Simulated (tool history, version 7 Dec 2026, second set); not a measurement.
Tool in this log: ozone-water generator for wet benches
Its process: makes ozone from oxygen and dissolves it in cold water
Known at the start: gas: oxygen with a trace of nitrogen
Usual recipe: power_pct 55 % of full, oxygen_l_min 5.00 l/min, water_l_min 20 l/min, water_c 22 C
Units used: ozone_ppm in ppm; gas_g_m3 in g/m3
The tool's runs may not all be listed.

run,hour,power_pct,oxygen_l_min,water_l_min,water_c,ozone_ppm,gas_g_m3
1,0.0,55,5.00,20,22,14.1,195.7
2,53.4,55,5.00,20,22,13.9,195.6
3,87.7,55,5.00,20,14,15.7,196.1
4,124.4,55,5.00,20,14,15.6,195.6
5,150.4,55,5.00,20,14,15.4,197.1
6,195.7,55,5.00,20,14,15.7,195.8
7,255.8,55,5.00,20,14,15.7,195.0
8,314.1,55,5.00,20,22,14.1,194.7
9,370.3,55,5.17,20,22,13.9,191.6
10,394.9,55,5.17,20,22,13.9,191.9
11,424.0,55,5.17,20,22,13.8,190.5
12,481.4,55,5.17,20,22,13.6,190.1
13,519.1,55,5.17,20,22,13.9,191.2
14,550.9,55,5.17,20,22,13.7,190.7
15,591.1,55,5.17,20,22,13.9,189.7
# hour 626.9: contactor cleaned
16,640.9,48,5.00,20,22,13.5,177.6
17,678.2,54,3.11,29,20,10.3,258.7
18,734.4,55,5.00,23,22,13.0,193.1
19,777.5,46,4.32,18,23,13.9,187.2
20,825.0,88,4.32,18,23,21.8,289.1
21,865.0,88,4.32,18,23,21.4,289.4
22,907.1,67,5.00,20,22,16.2,220.8
23,964.1,67,5.00,20,22,16.5,220.7
24,1019.1,67,5.00,20,22,16.6,218.9
25,1068.5,78,5.00,20,22,18.0,239.4
26,1109.6,89,3.50,14,28,24.2,325.0
27,1146.9,89,3.50,14,28,24.4,327.7
28,1181.5,55,6.98,30,19,10.5,156.3
29,1206.8,55,5.56,30,19,10.7,180.1
30,1237.6,55,5.56,21,23,13.5,180.2
31,1288.2,46,2.98,13,20,19.2,237.0
32,1328.8,94,7.79,31,22,13.5,206.4

3 options for the next run, each taken on its own from the tool as it stands now. Forecast them:
A,1381.5,48,5.00,13,25,?,?
B,1381.5,55,4.91,15,23,?,?
C,1381.5,59,7.61,20,21,?,?

run,ozone_ppm,gas_g_m3
A,16.9,176.7
B,17.5,192.9
C,14.3,153.9
Without the tool's hidden state the same runs would have given:
run,ozone_ppm,gas_g_m3
A,17.5,180.5
B,18.1,197.7
C,14.8,157.9

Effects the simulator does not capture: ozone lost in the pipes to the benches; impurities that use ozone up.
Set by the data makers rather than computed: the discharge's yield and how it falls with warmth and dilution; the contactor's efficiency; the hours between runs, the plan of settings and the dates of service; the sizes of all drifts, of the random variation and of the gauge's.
